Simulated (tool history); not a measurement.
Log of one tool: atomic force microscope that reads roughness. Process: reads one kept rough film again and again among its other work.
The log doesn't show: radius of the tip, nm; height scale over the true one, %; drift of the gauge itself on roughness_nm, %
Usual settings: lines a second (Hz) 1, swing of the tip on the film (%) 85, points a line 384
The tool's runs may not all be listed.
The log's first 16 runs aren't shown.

run    hour  lines a second (Hz)  swing of the tip on the film (%)  points a line  pictures with this tip  hours of work since the height scale was calibrated  roughness of the kept film (nm (root mean square))
 17   681.8                    1                                85            358                      44                                                  516                                               0.609
 18   729.2                    1                                64            384                     100                                                  536                                               0.649
 19   788.7                    1                                64            384                     169                                                  560                                               0.641
      803.4  -- new tip fitted
 20   840.2                    1                                85            405                      42                                                  581                                               0.615
 21   886.9                    1                                85            384                      97                                                  601                                               0.605
 22     941                    1                                85            384                     160                                                  623                                               0.602
      962.9  -- new tip fitted
 23   977.2                    1                                85            384                      16                                                  638                                               0.618
 24  1036.1                 0.67                                85            384                      85                                                  662                                               0.625
 25  1073.6                 0.63                                85            384                     129                                                  678                                               0.624
 26  1116.5                    1                                80            384                     179                                                  696                                               0.616
     1122.6  -- new tip fitted
 27  1148.5                    1                                80            384                      30                                                  709                                               0.628
 28  1184.3                    1                                79            485                      72                                                  724                                               0.628
 29  1219.7                    1                                79            485                     113                                                  738                                               0.622
 30  1249.8                 3.16                                79            967                     148                                                  751                                               0.541
     1286.6  -- new tip fitted
 31  1304.7                    1                                82            768                      21                                                  773                                               0.626
 32  1332.6                 1.33                                61            560                      53                                                  785                                               0.655
     1337.1  -- height scale calibrated on a step standard
 33  1373.1                 1.33                                61            560                      99                                                   15                                               0.642
 34  1414.3                 1.33                                61            560                     147                                                   32                                               0.638
     1448.6  -- new tip fitted
 35  1450.1                 0.99                                64            563                       2                                                   47                                               0.657
     1467.4  -- height scale calibrated on a step standard, once more
 36  1487.5                 0.99                                64            563                      44                                                    8                                               0.662
 37  1521.5                 0.99                                64            563                      83                                                   22                                               0.659
 38  1560.8                 0.99                                64            563                     129                                                   39                                               0.651
 39  1595.8                    1                                71            633                     170                                                   53                                               0.635
     1609.8  -- new tip fitted
 40  1630.6                 2.86                                87            640                      24                                                   67                                               0.521

Run 41 comes next. What will it give?
 41  1684.3                  2.7                                60            772                      87                                                   90                                                   ?

Run 41 gave roughness of the kept film (nm (root mean square)) 0.632.
Without the tool's hidden state the same run would have given roughness of the kept film (nm (root mean square)) 0.643.

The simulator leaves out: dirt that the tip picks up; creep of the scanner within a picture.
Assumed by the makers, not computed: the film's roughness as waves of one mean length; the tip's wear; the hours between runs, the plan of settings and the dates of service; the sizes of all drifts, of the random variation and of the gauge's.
